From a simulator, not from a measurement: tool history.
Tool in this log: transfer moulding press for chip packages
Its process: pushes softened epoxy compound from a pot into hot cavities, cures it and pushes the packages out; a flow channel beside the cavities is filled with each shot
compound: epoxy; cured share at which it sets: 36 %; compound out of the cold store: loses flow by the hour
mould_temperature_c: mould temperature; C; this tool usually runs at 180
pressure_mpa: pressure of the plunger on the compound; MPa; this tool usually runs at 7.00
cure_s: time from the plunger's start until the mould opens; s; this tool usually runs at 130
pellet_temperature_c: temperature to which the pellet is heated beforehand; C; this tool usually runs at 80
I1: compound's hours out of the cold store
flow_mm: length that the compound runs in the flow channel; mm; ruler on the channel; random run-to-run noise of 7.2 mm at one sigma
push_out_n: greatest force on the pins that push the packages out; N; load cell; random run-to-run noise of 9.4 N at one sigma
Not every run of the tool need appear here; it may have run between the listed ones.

{"run": 1, "day": 0.0, "mould_temperature_c": 180, "pressure_mpa": 7.0, "cure_s": 130, "pellet_temperature_c": 80, "I1": 23.3, "flow_mm": 812, "push_out_n": 421}
{"run": 2, "day": 0.4, "mould_temperature_c": 180, "pressure_mpa": 7.0, "cure_s": 130, "pellet_temperature_c": 80, "I1": 32.1, "flow_mm": 801, "push_out_n": 423}
{"run": 3, "day": 0.6, "mould_temperature_c": 180, "pressure_mpa": 7.0, "cure_s": 130, "pellet_temperature_c": 80, "I1": 45.6, "flow_mm": 753, "push_out_n": 421}
{"run": 4, "day": 0.854, "mould_temperature_c": 180, "pressure_mpa": 7.0, "cure_s": 130, "pellet_temperature_c": 80, "I1": 31.1, "flow_mm": 800, "push_out_n": 420}
{"day": 1.008, "done": "cavities cleaned with cleaning compound and waxed"}
{"run": 5, "day": 1.142, "mould_temperature_c": 180, "pressure_mpa": 7.0, "cure_s": 130, "pellet_temperature_c": 80, "I1": 36.9, "flow_mm": 781, "push_out_n": 418}
{"run": 6, "day": 1.517, "mould_temperature_c": 180, "pressure_mpa": 7.0, "cure_s": 130, "pellet_temperature_c": 80, "I1": 21.1, "flow_mm": 836, "push_out_n": 424}
{"run": 7, "day": 1.892, "mould_temperature_c": 180, "pressure_mpa": 7.0, "cure_s": 130, "pellet_temperature_c": 80, "I1": 29.6, "flow_mm": 798, "push_out_n": 391}
{"run": 8, "day": 2.258, "mould_temperature_c": 180, "pressure_mpa": 7.0, "cure_s": 130, "pellet_temperature_c": 80, "I1": 36.6, "flow_mm": 768, "push_out_n": 425}
{"run": 9, "day": 2.588, "mould_temperature_c": 186, "pressure_mpa": 7.0, "cure_s": 130, "pellet_temperature_c": 80, "I1": 21.9, "flow_mm": 802, "push_out_n": 388}
{"run": 10, "day": 2.788, "mould_temperature_c": 180, "pressure_mpa": 7.0, "cure_s": 130, "pellet_temperature_c": 80, "I1": 27.1, "flow_mm": 816, "push_out_n": 424}
{"run": 11, "day": 3.138, "mould_temperature_c": 180, "pressure_mpa": 7.0, "cure_s": 130, "pellet_temperature_c": 80, "I1": 25.9, "flow_mm": 805, "push_out_n": 443}
{"run": 12, "day": 3.383, "mould_temperature_c": 180, "pressure_mpa": 5.37, "cure_s": 130, "pellet_temperature_c": 80, "I1": 25.7, "flow_mm": 724, "push_out_n": 436}
{"run": 13, "day": 3.629, "mould_temperature_c": 180, "pressure_mpa": 7.0, "cure_s": 133, "pellet_temperature_c": 80, "I1": 21.0, "flow_mm": 816, "push_out_n": 431}
{"run": 14, "day": 3.967, "mould_temperature_c": 180, "pressure_mpa": 5.55, "cure_s": 130, "pellet_temperature_c": 80, "I1": 25.0, "flow_mm": 735, "push_out_n": 423}
{"run": 15, "day": 4.221, "mould_temperature_c": 177, "pressure_mpa": 6.1, "cure_s": 142, "pellet_temperature_c": 80, "I1": 40.8, "flow_mm": 729, "push_out_n": 412}
{"run": 16, "day": 4.512, "mould_temperature_c": 177, "pressure_mpa": 6.1, "cure_s": 142, "pellet_temperature_c": 80, "I1": 12.4, "flow_mm": 820, "push_out_n": 425}
{"run": 17, "day": 4.879, "mould_temperature_c": 179, "pressure_mpa": 6.1, "cure_s": 142, "pellet_temperature_c": 73, "I1": 37.4, "flow_mm": 733, "push_out_n": 413}
{"run": 18, "day": 5.254, "mould_temperature_c": 179, "pressure_mpa": 5.33, "cure_s": 132, "pellet_temperature_c": 74, "I1": 20.2, "flow_mm": 733, "push_out_n": 441}
{"run": 19, "day": 5.575, "mould_temperature_c": 183, "pressure_mpa": 7.0, "cure_s": 144, "pellet_temperature_c": 88, "I1": 31.2, "flow_mm": 777, "push_out_n": 388}
{"day": 5.867, "done": "cavities cleaned with cleaning compound and waxed"}
{"run": 20, "day": 5.879, "mould_temperature_c": 176, "pressure_mpa": 7.0, "cure_s": 112, "pellet_temperature_c": 72, "I1": 10.7, "flow_mm": 893, "push_out_n": 650}
{"run": 21, "day": 6.121, "mould_temperature_c": 180, "pressure_mpa": 8.71, "cure_s": 130, "pellet_temperature_c": 80, "I1": 25.6, "flow_mm": 915, "push_out_n": 447}
{"run": 22, "day": 6.367, "mould_temperature_c": 178, "pressure_mpa": 6.66, "cure_s": 130, "pellet_temperature_c": 80, "I1": 35.7, "flow_mm": 769, "push_out_n": 437}
{"run": 23, "day": 6.762, "mould_temperature_c": 178, "pressure_mpa": 6.66, "cure_s": 159, "pellet_temperature_c": 81, "I1": 21.7, "flow_mm": 829, "push_out_n": 383}
{"run": 24, "day": 7.133, "mould_temperature_c": 179, "pressure_mpa": 7.0, "cure_s": 130, "pellet_temperature_c": 70, "I1": 45.6, "flow_mm": 743, "push_out_n": 407}
{"run": 25, "day": 7.325, "mould_temperature_c": 184, "pressure_mpa": 7.56, "cure_s": 120, "pellet_temperature_c": 70, "I1": 25.7, "flow_mm": 823, "push_out_n": 421}
{"run": 26, "day": 7.729, "mould_temperature_c": 180, "pressure_mpa": 6.27, "cure_s": 127, "pellet_temperature_c": 80, "I1": 44.6, "flow_mm": 717, "push_out_n": 413}
{"run": 27, "day": 7.983, "mould_temperature_c": 175, "pressure_mpa": 6.27, "cure_s": 141, "pellet_temperature_c": 80, "I1": 39.4, "flow_mm": 756, "push_out_n": 457}
{"run": 28, "day": 8.279, "mould_temperature_c": 175, "pressure_mpa": 6.27, "cure_s": 141, "pellet_temperature_c": 75, "I1": 20.7, "flow_mm": 805, "push_out_n": 454}

Forecast each of these 3 alternatives for the next run:
{"run": "A", "day": 8.633, "mould_temperature_c": 175, "pressure_mpa": 6.27, "cure_s": 156, "pellet_temperature_c": 75, "I1": 24.5, "flow_mm": "?", "push_out_n": "?"}
{"run": "B", "day": 8.633, "mould_temperature_c": 174, "pressure_mpa": 6.27, "cure_s": 141, "pellet_temperature_c": 75, "I1": 28.5, "flow_mm": "?", "push_out_n": "?"}
{"run": "C", "day": 8.633, "mould_temperature_c": 175, "pressure_mpa": 8.17, "cure_s": 141, "pellet_temperature_c": 78, "I1": 34.8, "flow_mm": "?", "push_out_n": "?"}

run=A flow_mm=808 push_out_n=427
run=B flow_mm=792 push_out_n=473
run=C flow_mm=883 push_out_n=461
The same runs, with their run-to-run variation unchanged, on a tool lacking any hidden condition would have given:
run=A flow_mm=808 push_out_n=425
run=B flow_mm=792 push_out_n=471
run=C flow_mm=883 push_out_n=459
